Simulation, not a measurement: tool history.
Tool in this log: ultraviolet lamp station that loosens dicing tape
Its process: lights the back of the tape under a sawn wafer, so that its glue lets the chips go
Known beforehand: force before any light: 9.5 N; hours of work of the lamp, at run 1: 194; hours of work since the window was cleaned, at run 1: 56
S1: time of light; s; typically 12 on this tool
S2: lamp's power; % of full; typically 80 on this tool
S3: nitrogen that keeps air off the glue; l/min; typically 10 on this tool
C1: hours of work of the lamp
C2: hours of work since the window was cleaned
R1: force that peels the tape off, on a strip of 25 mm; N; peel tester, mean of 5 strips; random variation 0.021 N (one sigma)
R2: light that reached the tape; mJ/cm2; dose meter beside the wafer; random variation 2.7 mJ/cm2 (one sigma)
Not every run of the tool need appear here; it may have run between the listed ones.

Run 1, day 0.000: usual settings; C1 194; C2 56. Result: R1 1.369 N, R2 317 mJ/cm2.
Run 2, day 0.571: usual settings; C1 204; C2 65. Result: R1 1.402 N, R2 311 mJ/cm2.
Run 3, day 0.992: usual settings; C1 211; C2 72. Result: R1 1.397 N, R2 306 mJ/cm2.
Run 4, day 1.304: usual settings but S3 4 l/min; C1 216; C2 77. Result: R1 2.465 N, R2 307 mJ/cm2.
Run 5, day 1.833: usual settings but S2 66 % of full; C1 224; C2 86. Result: R1 1.931 N, R2 249 mJ/cm2.
Run 6, day 2.233: usual settings but S2 66 % of full; C1 231; C2 93. Result: R1 1.974 N, R2 251 mJ/cm2.
Run 7, day 2.671: usual settings; C1 238; C2 100. Result: R1 1.430 N, R2 303 mJ/cm2.
Run 8, day 3.242: usual settings; C1 248; C2 109. Result: R1 1.531 N, R2 300 mJ/cm2.
Run 9, day 3.733: usual settings; C1 256; C2 117. Result: R1 1.510 N, R2 299 mJ/cm2.
Run 10, day 4.062: usual settings; C1 261; C2 123. Result: R1 1.484 N, R2 298 mJ/cm2.
Run 11, day 4.354: usual settings but S2 60 % of full; C1 266; C2 127. Result: R1 2.436 N, R2 216 mJ/cm2.
Run 12, day 4.883: usual settings but S2 60 % of full; C1 275; C2 136. Result: R1 2.465 N, R2 219 mJ/cm2.
Run 13, day 5.146: usual settings but S2 88 % of full, S3 6 l/min; C1 279; C2 141. Result: R1 1.884 N, R2 320 mJ/cm2.
Run 14, day 5.504: usual settings but S2 88 % of full, S3 6 l/min; C1 285; C2 146. Result: R1 1.859 N, R2 314 mJ/cm2.
At day 5.558: window cleaned of glue's vapour.
Run 15, day 5.804: usual settings but S1 16 s, S2 88 % of full, S3 5 l/min; C1 289; C2 4. Result: R1 1.466 N, R2 391 mJ/cm2.
Run 16, day 6.050: usual settings but S1 19 s, S2 61 % of full, S3 7 l/min; C1 293; C2 8. Result: R1 1.601 N, R2 324 mJ/cm2.
Run 17, day 6.342: usual settings but S1 21 s, S2 61 % of full, S3 3 l/min; C1 298; C2 13. Result: R1 2.353 N, R2 356 mJ/cm2.
At day 6.412: window cleaned of glue's vapour, once more.
Run 18, day 6.717: usual settings but S1 19 s, S2 91 % of full, S3 9 l/min; C1 304; C2 5. Result: R1 0.452 N, R2 557 mJ/cm2.
Run 19, day 7.117: usual settings but S1 19 s, S2 91 % of full, S3 9 l/min; C1 311; C2 12. Result: R1 0.435 N, R2 548 mJ/cm2.
Run 20, day 7.446: usual settings but S1 19 s, S2 98 % of full, S3 4 l/min; C1 316; C2 17. Result: R1 0.780 N, R2 584 mJ/cm2.
Run 21, day 8.025: usual settings but S1 19 s, S2 98 % of full, S3 4 l/min; C1 326; C2 27. Result: R1 0.782 N, R2 579 mJ/cm2.
Run 22, day 8.425: usual settings but S1 19 s, S2 98 % of full, S3 4 l/min; C1 332; C2 33. Result: R1 0.830 N, R2 572 mJ/cm2.
Run 23, day 8.771: usual settings but S1 16 s, S2 98 % of full, S3 6 l/min; C1 338; C2 39. Result: R1 0.865 N, R2 484 mJ/cm2.

4 ways to go on from here, each from the tool as it stands after run 23. What would each give?
Run A, day 9.254: usual settings but S1 8 s, S2 84 % of full, S3 4 l/min; C1 346; C2 47. Result: R1 ?, R2 ?.
Run B, day 9.254: usual settings but S1 9 s, S2 98 % of full, S3 6 l/min; C1 346; C2 47. Result: R1 ?, R2 ?.
Run C, day 9.254: usual settings but S1 20 s, S2 84 % of full, S3 6 l/min; C1 346; C2 47. Result: R1 ?, R2 ?.
Run D, day 9.254: usual settings but S1 11 s, S2 66 % of full, S3 11 l/min; C1 346; C2 47. Result: R1 ?, R2 ?.

run     R1   R2
  A  3.674  204
  B  2.377  266
  C  0.747  519
  D  2.269  221
Without the tool's hidden state the same runs would have given:
run     R1   R2
  A  2.922  255
  B  1.684  334
  C  0.436  651
  D  1.594  278
